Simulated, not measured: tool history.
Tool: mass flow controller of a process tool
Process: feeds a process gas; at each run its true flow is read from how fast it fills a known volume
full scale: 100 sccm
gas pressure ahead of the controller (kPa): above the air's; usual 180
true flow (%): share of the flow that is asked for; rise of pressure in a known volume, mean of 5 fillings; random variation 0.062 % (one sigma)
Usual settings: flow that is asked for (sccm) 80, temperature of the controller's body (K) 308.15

run    hour  flow that is asked for (sccm)  gas pressure ahead of the controller (kPa)  temperature of the controller's body (K)  true flow (%)
  1       0                             80                                         180                                    308.15            101
  2    79.7                             80                                         180                                    308.15         101.01
  3   172.1                             80                                         180                                    308.15         101.05
  4   282.3                             80                                         180                                    308.15          101.1
  5     346                             80                                         180                                    308.15         101.09
  6   415.4                             80                                         256                                    308.15         101.43
  7   530.1                             80                                         180                                    294.15          99.68
  8   646.2                             80                                         180                                    294.15          99.72
  9   784.9                             80                                         180                                    308.15         101.01
 10   862.5                             80                                         180                                    308.15         101.02
 11   939.1                             80                                         180                                    308.15          101.1
 12  1040.6                             80                                         180                                    308.15         101.07
 13  1117.4                             80                                         180                                    308.15         100.99
 14    1246                             80                                         180                                    308.15         101.14
 15  1365.1                             80                                         180                                    308.15         101.09
 16  1454.3                             80                                         180                                    308.15         101.09
 17  1588.5                             80                                         180                                    308.15         101.17
 18  1660.5                             80                                         180                                    308.15          101.1
 19  1743.3                             10                                         273                                    308.15          104.6
 20    1826                             11                                         280                                    308.15         104.38
 21  1950.1                             11                                         280                                    299.15         103.53
 22  2027.3                             12                                         180                                    308.15         103.67
 23  2124.5                             49                                         156                                    308.15         100.99
 24  2236.1                             77                                         218                                    312.15          101.7
 25  2339.7                             77                                         218                                    312.15         101.61
 26  2426.6                             77                                         218                                    312.15         101.56
 27  2498.7                             77                                         218                                    312.15         101.67
 28  2595.3                             77                                         218                                    312.15         101.49
 29  2688.3                             77                                         218                                    312.15         101.73
 30  2780.3                             30                                         195                                    299.15         101.01

Some steps in true flow (%) between neighbouring runs. How much of each would the tool show without its hidden state too (settings, what came in, random variation), and how much is left for the hidden state, with any gauge scatter that isn't in both results?
The hidden state here: flow at rest that the sensor doesn't see, % of full scale; true flow over the shown one, %; drift of the gauge itself on true_pct, %.
Run 6 -> 7: gas pressure ahead of the controller (kPa) 256 -> 180, temperature of the controller's body (K) 308.15 -> 294.15. true flow (%) -1.75: hidden state +0.01, all else -1.76.
Run 18 -> 19: flow that is asked for (sccm) 80 -> 10, gas pressure ahead of the controller (kPa) 180 -> 273. true flow (%) +3.5: hidden state +3.67, all else -0.17.
Run 22 -> 23: flow that is asked for (sccm) 12 -> 49, gas pressure ahead of the controller (kPa) 180 -> 156. true flow (%) -2.68: hidden state -2.77, all else +0.09.
Run 29 -> 30: flow that is asked for (sccm) 77 -> 30, gas pressure ahead of the controller (kPa) 218 -> 195, temperature of the controller's body (K) 312.15 -> 299.15. true flow (%) -0.72: hidden state +1.01, all else -1.73.
